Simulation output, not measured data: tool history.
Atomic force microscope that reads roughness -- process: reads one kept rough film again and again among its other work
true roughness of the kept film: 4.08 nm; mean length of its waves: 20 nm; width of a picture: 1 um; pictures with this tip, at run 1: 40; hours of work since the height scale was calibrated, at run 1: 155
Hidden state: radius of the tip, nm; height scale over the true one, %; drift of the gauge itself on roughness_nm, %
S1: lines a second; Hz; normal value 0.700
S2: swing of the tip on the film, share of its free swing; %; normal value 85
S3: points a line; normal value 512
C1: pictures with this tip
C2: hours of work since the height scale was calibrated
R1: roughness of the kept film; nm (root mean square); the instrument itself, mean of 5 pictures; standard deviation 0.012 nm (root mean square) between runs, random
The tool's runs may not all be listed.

run   hour     S1  S2   S3   C1   C2     R1
  1    0.0  0.700  85  512   40  155  2.146
  2   33.2  0.700  85  512   84  170  1.730
  3   49.2  0.700  85  512  105  177  1.594
  4   65.7  0.700  85  512  127  184  1.477
      88.6  -- new tip fitted
  5  100.8  0.700  85  512   16  200  2.393
  6  125.2  0.700  85  512   48  211  1.979
  7  146.1  0.700  85  512   76  220  1.764
  8  170.4  0.700  85  512  108  231  1.535
  9  186.2  0.700  85  512  128  238  1.430
 10  200.9  0.700  85  512  148  245  1.331
     208.0  -- new tip fitted
 11  223.3  0.700  85  325   20  255  2.383
 12  249.5  0.700  85  325   55  266  1.975
 13  282.5  0.700  85  512   98  281  1.659
 14  309.2  0.700  85  512  133  293  1.462
     326.9  -- new tip fitted
 15  336.3  0.700  85  512   12  305  2.509
 16  353.4  0.700  85  331   35  313  2.166
 17  374.0  0.700  85  512   62  322  1.926
 18  390.8  0.700  85  512   84  330  1.749
 19  419.5  3.511  58  512  122  343  1.517
 20  435.3  3.511  58  512  142  350  1.421
     446.9  -- new tip fitted
 21  465.7  3.416  68  303   25  363  2.107
 22  483.4  3.416  68  303   48  371  1.882
 23  517.1  1.547  86  322   92  386  1.532
 24  539.5  3.835  86  577  122  397  1.187
     567.2  -- new tip fitted
 25  575.2  2.670  75  577   11  412  2.281
 26  609.0  1.115  79  301   56  428  1.941
 27  632.5  2.117  85  512   86  438  1.538
 28  664.1  2.117  85  512  128  452  1.290
     686.3  -- new tip fitted
 29  688.7  1.000  85  966    4  463  2.534
 30  723.1  2.077  85  640   49  479  1.819
 31  739.3  2.641  73  640   70  486  1.724
 32  768.7  2.830  85  567  109  499  1.331
 33  789.1  3.642  84  831  136  509  1.168
     804.3  -- new tip fitted
 34  815.9  3.642  84  831   15  520  2.028
 35  844.9  0.594  76  920   53  533  2.073
 36  880.0  3.377  84  428   99  549  1.381

Entry by entry between the runs, the difference in hidden state between the last listed run before and the first listed run after:
Runs 4 to 5: new tip fitted (hour 88.6)
  radius of the tip, nm: 39.2 -> 14.8; height scale over the true one, %: -0.35 -> -0.39
  the result without the hidden state subtracted from the measured one, R1: -1.250 -> -0.340 nm (root mean square)
Runs 10 to 11: new tip fitted (hour 208.0)
  radius of the tip, nm: 45.7 -> 14.5; height scale over the true one, %: -0.47 -> -0.49
  the result without the hidden state subtracted from the measured one, R1: -1.375 -> -0.322 nm (root mean square)
Runs 14 to 15: new tip fitted (hour 326.9)
  radius of the tip, nm: 40.3 -> 12.7; height scale over the true one, %: -0.56 -> -0.59
  the result without the hidden state subtracted from the measured one, R1: -1.282 -> -0.212 nm (root mean square)
Runs 20 to 21: new tip fitted (hour 446.9)
  radius of the tip, nm: 41.3 -> 16.8; height scale over the true one, %: -0.68 -> -0.71
  the result without the hidden state subtracted from the measured one, R1: -1.293 -> -0.426 nm (root mean square)
Runs 24 to 25: new tip fitted (hour 567.2)
  radius of the tip, nm: 38.7 -> 13.5; height scale over the true one, %: -0.77 -> -0.81
  the result without the hidden state subtracted from the measured one, R1: -0.996 -> -0.250 nm (root mean square)
Runs 28 to 29: new tip fitted (hour 686.3)
  radius of the tip, nm: 40.8 -> 11.8; height scale over the true one, %: -0.88 -> -0.9
  the result without the hidden state subtracted from the measured one, R1: -1.167 -> -0.152 nm (root mean square)
Runs 33 to 34: new tip fitted (hour 804.3)
  radius of the tip, nm: 41.8 -> 13.8; height scale over the true one, %: -0.99 -> -1.02
  the result without the hidden state subtracted from the measured one, R1: -1.086 -> -0.243 nm (root mean square)
